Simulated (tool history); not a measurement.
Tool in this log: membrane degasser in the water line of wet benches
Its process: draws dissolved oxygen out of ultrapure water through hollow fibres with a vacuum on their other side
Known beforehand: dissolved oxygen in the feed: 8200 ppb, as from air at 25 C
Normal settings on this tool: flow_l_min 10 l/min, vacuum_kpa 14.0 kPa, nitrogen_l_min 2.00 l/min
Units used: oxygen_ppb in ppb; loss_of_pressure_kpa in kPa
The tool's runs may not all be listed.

run 1 hour=0.0 | flow_l_min=10 vacuum_kpa=14.0 nitrogen_l_min=2.00 | oxygen_ppb=132.5 loss_of_pressure_kpa=60.59
run 2 hour=174.4 | flow_l_min=10 vacuum_kpa=14.0 nitrogen_l_min=2.00 | oxygen_ppb=131.3 loss_of_pressure_kpa=61.04
run 3 hour=331.9 | flow_l_min=10 vacuum_kpa=14.0 nitrogen_l_min=2.00 | oxygen_ppb=135.2 loss_of_pressure_kpa=60.86
run 4 hour=435.4 | flow_l_min=12 vacuum_kpa=14.0 nitrogen_l_min=2.00 | oxygen_ppb=157.0 loss_of_pressure_kpa=72.45
run 5 hour=534.6 | flow_l_min=12 vacuum_kpa=14.0 nitrogen_l_min=2.00 | oxygen_ppb=158.3 loss_of_pressure_kpa=73.26
run 6 hour=683.8 | flow_l_min=7 vacuum_kpa=14.0 nitrogen_l_min=2.00 | oxygen_ppb=92.9 loss_of_pressure_kpa=42.27
run 7 hour=799.6 | flow_l_min=10 vacuum_kpa=14.0 nitrogen_l_min=2.00 | oxygen_ppb=131.8 loss_of_pressure_kpa=60.56
run 8 hour=909.5 | flow_l_min=10 vacuum_kpa=8.6 nitrogen_l_min=2.00 | oxygen_ppb=68.5 loss_of_pressure_kpa=60.39
run 9 hour=1065.9 | flow_l_min=10 vacuum_kpa=8.6 nitrogen_l_min=2.00 | oxygen_ppb=67.8 loss_of_pressure_kpa=60.64
run 10 hour=1170.3 | flow_l_min=10 vacuum_kpa=8.6 nitrogen_l_min=2.00 | oxygen_ppb=67.6 loss_of_pressure_kpa=60.30
run 11 hour=1276.3 | flow_l_min=10 vacuum_kpa=8.6 nitrogen_l_min=2.00 | oxygen_ppb=66.9 loss_of_pressure_kpa=60.31
run 12 hour=1447.4 | flow_l_min=10 vacuum_kpa=8.6 nitrogen_l_min=2.00 | oxygen_ppb=67.8 loss_of_pressure_kpa=60.56
-- hour=1485.4 seals of the vacuum lines changed
run 13 hour=1558.4 | flow_l_min=10 vacuum_kpa=8.6 nitrogen_l_min=2.00 | oxygen_ppb=67.4 loss_of_pressure_kpa=60.42
run 14 hour=1635.2 | flow_l_min=11 vacuum_kpa=14.0 nitrogen_l_min=2.00 | oxygen_ppb=144.2 loss_of_pressure_kpa=66.30
run 15 hour=1792.3 | flow_l_min=11 vacuum_kpa=14.0 nitrogen_l_min=2.00 | oxygen_ppb=141.9 loss_of_pressure_kpa=66.16
run 16 hour=1965.8 | flow_l_min=11 vacuum_kpa=14.0 nitrogen_l_min=2.00 | oxygen_ppb=145.0 loss_of_pressure_kpa=66.06
run 17 hour=2064.7 | flow_l_min=11 vacuum_kpa=14.0 nitrogen_l_min=2.00 | oxygen_ppb=144.7 loss_of_pressure_kpa=66.75
run 18 hour=2170.9 | flow_l_min=11 vacuum_kpa=14.0 nitrogen_l_min=2.00 | oxygen_ppb=146.5 loss_of_pressure_kpa=66.09
run 19 hour=2329.6 | flow_l_min=11 vacuum_kpa=14.0 nitrogen_l_min=2.00 | oxygen_ppb=144.5 loss_of_pressure_kpa=66.05
run 20 hour=2402.8 | flow_l_min=9 vacuum_kpa=33.1 nitrogen_l_min=1.60 | oxygen_ppb=393.6 loss_of_pressure_kpa=53.56
run 21 hour=2539.9 | flow_l_min=9 vacuum_kpa=33.1 nitrogen_l_min=1.60 | oxygen_ppb=392.6 loss_of_pressure_kpa=54.16

Run 22 has not been measured yet. What should we expect?
run 22 hour=2718.9 | flow_l_min=7 vacuum_kpa=33.1 nitrogen_l_min=4.53 | oxygen_ppb=? loss_of_pressure_kpa=?

oxygen_ppb: 114.8 ppb
loss_of_pressure_kpa: 42.21 kPa
With no hidden state in the tool, this same run would have given oxygen_ppb 114.7 ppb, loss_of_pressure_kpa 42.94 kPa.

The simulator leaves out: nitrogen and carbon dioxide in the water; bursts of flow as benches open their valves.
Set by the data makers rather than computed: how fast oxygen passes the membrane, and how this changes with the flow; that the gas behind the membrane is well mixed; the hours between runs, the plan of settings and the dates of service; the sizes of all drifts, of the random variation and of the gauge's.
